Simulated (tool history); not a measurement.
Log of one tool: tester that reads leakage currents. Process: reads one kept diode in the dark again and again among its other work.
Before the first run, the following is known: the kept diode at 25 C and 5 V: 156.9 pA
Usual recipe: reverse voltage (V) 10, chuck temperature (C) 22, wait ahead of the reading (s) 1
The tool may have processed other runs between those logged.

| run | hour | reverse voltage (V) | chuck temperature (C) | wait ahead of the reading (s) | current that the tester gives (pA) |
|---|---|---|---|---|---|
| 1 | 0 | 10 | 22 | 1 | 165.26 |
| 2 | 27.3 | 10 | 22 | 1 | 165.31 |
| 3 | 41.6 | 10 | 22 | 1 | 164.8 |
| 4 | 71 | 10 | 22 | 0.4 | 170.93 |
| 5 | 102.6 | 16.3 | 22 | 1 | 204.48 |
| 6 | 131.2 | 16.3 | 22 | 1 | 204.24 |
| 7 | 147.2 | 16.3 | 56 | 1 | 3076.07 |
| 8 | 162.9 | 16.3 | 56 | 1 | 3076.84 |
| 9 | 186.3 | 16.3 | 56 | 1 | 3075.59 |
| 10 | 202.8 | 16.3 | 56 | 1 | 3093.3 |
| 11 | 225.6 | 10 | 26 | 1 | 233.36 |
| 12 | 259.8 | 10 | 26 | 1 | 232.94 |
| 13 | 288 | 10 | 22 | 1 | 165.6 |
| 14 | 303.9 | 10 | 22 | 1 | 165.97 |
| 15 | 320 | 1.7 | 22 | 1 | 78.79 |
| 16 | 352.8 | 1.7 | 22 | 9.74 | 77.96 |
| 17 | 370.8 | 1.7 | 22 | 9.74 | 77.75 |
| 18 | 385 | 10 | 22 | 3.63 | 162.66 |
| 19 | 409.5 | 10 | 22 | 3.63 | 162.41 |
| 20 | 433.8 | 10 | 51 | 1 | 1761.86 |
|  | 450.8 | probe card cleaned and baked |
| 21 | 470.5 | 11.8 | 22 | 1 | 170 |
| 22 | 488.7 | 11.8 | 22 | 1 | 169.87 |
| 23 | 514.1 | 11.8 | 22 | 0.84 | 170.18 |
| 24 | 539.2 | 7.5 | 22 | 1 | 141.53 |
| 25 | 561.2 | 7.5 | 22 | 1 | 140.75 |
| 26 | 584.4 | 10 | 22 | 1.73 | 157.52 |
| 27 | 615.3 | 10 | 22 | 1.73 | 157.05 |
| 28 | 637 | 6.3 | 44 | 1.73 | 844.78 |
| 29 | 666.7 | 10 | 25 | 0.49 | 211.07 |
| 30 | 685.8 | 5 | 49 | 3.82 | 1141.46 |
| 31 | 717.3 | 5 | 49 | 3.82 | 1140.23 |
| 32 | 748.5 | 2.2 | 21 | 1 | 78.79 |
| 33 | 770 | 6.5 | 24 | 1.35 | 158.73 |
| 34 | 794.6 | 6.5 | 24 | 1.35 | 159.56 |
| 35 | 813.6 | 2.3 | 24 | 3.71 | 105.01 |
| 36 | 842.1 | 1.3 | 28 | 3.71 | 119.24 |
| 37 | 859.1 | 1.3 | 28 | 3.71 | 119.68 |
| 38 | 885.1 | 1.1 | 31 | 4.46 | 144.89 |
| 39 | 913.2 | 1.1 | 31 | 4.46 | 145.71 |
| 40 | 927.4 | 11.7 | 48 | 9.57 | 1476.63 |
| 41 | 952.9 | 1 | 30 | 7.31 | 127.94 |

3 ways to go on from here, each from the tool as it stands after run 41. What would each give?
| A | 977.8 | 1 | 30 | 0.61 | ? |
| B | 977.8 | 3.9 | 22 | 1 | ? |
| C | 977.8 | 3.4 | 30 | 7.31 | ? |

| run | current that the tester gives (pA) |
|---|---|
| A | 128.46 |
| B | 108.97 |
| C | 208.65 |
Had the tool no hidden state, the same runs would have come out as:
| run | current that the tester gives (pA) |
|---|---|
| A | 129.78 |
| B | 109.89 |
| C | 210.65 |
